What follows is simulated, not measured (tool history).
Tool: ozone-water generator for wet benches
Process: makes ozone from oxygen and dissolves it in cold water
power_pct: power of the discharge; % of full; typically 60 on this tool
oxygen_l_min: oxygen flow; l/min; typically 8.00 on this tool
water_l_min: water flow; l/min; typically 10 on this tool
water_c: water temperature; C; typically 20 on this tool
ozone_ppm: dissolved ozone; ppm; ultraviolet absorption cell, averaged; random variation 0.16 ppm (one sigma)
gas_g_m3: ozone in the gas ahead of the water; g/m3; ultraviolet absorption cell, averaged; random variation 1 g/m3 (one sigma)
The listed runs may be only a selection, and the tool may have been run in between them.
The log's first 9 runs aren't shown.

run,hour,power_pct,oxygen_l_min,water_l_min,water_c,hours of work since the electrodes were changed,hours of work since the contactor was cleaned,hours of work since the thermometer was calibrated,ozone_ppm,gas_g_m3
10,942.4,60,8.00,9,20,3729,2422,734,20.7,160.1
11,1033.7,60,8.00,9,20,3804,2498,810,20.1,158.2
12,1128.0,60,8.00,10,23,3883,2576,888,17.9,159.7
13,1235.9,60,5.45,10,20,3972,2666,978,21.1,201.9
14,1330.5,60,5.45,10,20,4051,2744,1056,20.8,201.2
15,1404.0,60,5.45,10,20,4112,2805,1117,21.3,203.4
16,1470.8,60,5.45,10,20,4168,2861,1173,21.0,201.0
17,1540.9,60,5.45,10,20,4226,2919,1231,20.9,201.3
18,1634.2,46,8.00,10,20,4303,2997,1309,16.0,137.0
19,1692.4,58,4.32,6,14,4352,3045,1357,35.5,225.3
20,1809.0,60,11.58,12,20,4449,3142,1454,14.5,125.0
21,1914.8,60,9.90,10,20,4537,3230,1542,17.1,135.8
22,2015.2,90,10.65,10,20,4620,3313,1625,20.4,163.2
23,2119.0,62,5.00,9,15,4706,3400,1712,26.1,214.2
24,2194.4,54,4.58,8,13,4769,3462,1774,27.8,209.1
25,2282.6,54,4.58,8,13,4842,3536,1848,27.4,209.8
26,2341.0,54,4.58,8,13,4891,3584,1896,27.9,208.5
27,2403.9,44,8.00,6,20,4943,3636,1948,20.8,131.4
28,2478.8,60,8.00,16,12,5005,3699,2011,15.1,155.2
29,2548.0,60,4.64,10,16,5063,3756,2068,23.0,218.4
30,2651.2,45,4.34,9,26,5149,3842,2154,17.7,195.0
31,2747.5,45,4.34,9,26,5229,3922,2234,17.6,194.0
32,2809.8,97,13.34,10,20,5281,3974,2286,18.5,143.7

Alternative continuations, all from the tool just after run 32; predict every row:
A,2895.7,60,8.00,10,12,5352,4045,2357,?,?
B,2895.7,75,13.34,7,13,5352,4045,2357,?,?
C,2895.7,97,11.29,10,20,5352,4045,2357,?,?

run,ozone_ppm,gas_g_m3
A,21.2,152.6
B,24.0,127.6
C,20.3,159.2
With the hidden condition removed and each run's random variation left untouched, the same runs would have given:
run,ozone_ppm,gas_g_m3
A,25.4,172.1
B,29.1,146.1
C,25.2,185.8

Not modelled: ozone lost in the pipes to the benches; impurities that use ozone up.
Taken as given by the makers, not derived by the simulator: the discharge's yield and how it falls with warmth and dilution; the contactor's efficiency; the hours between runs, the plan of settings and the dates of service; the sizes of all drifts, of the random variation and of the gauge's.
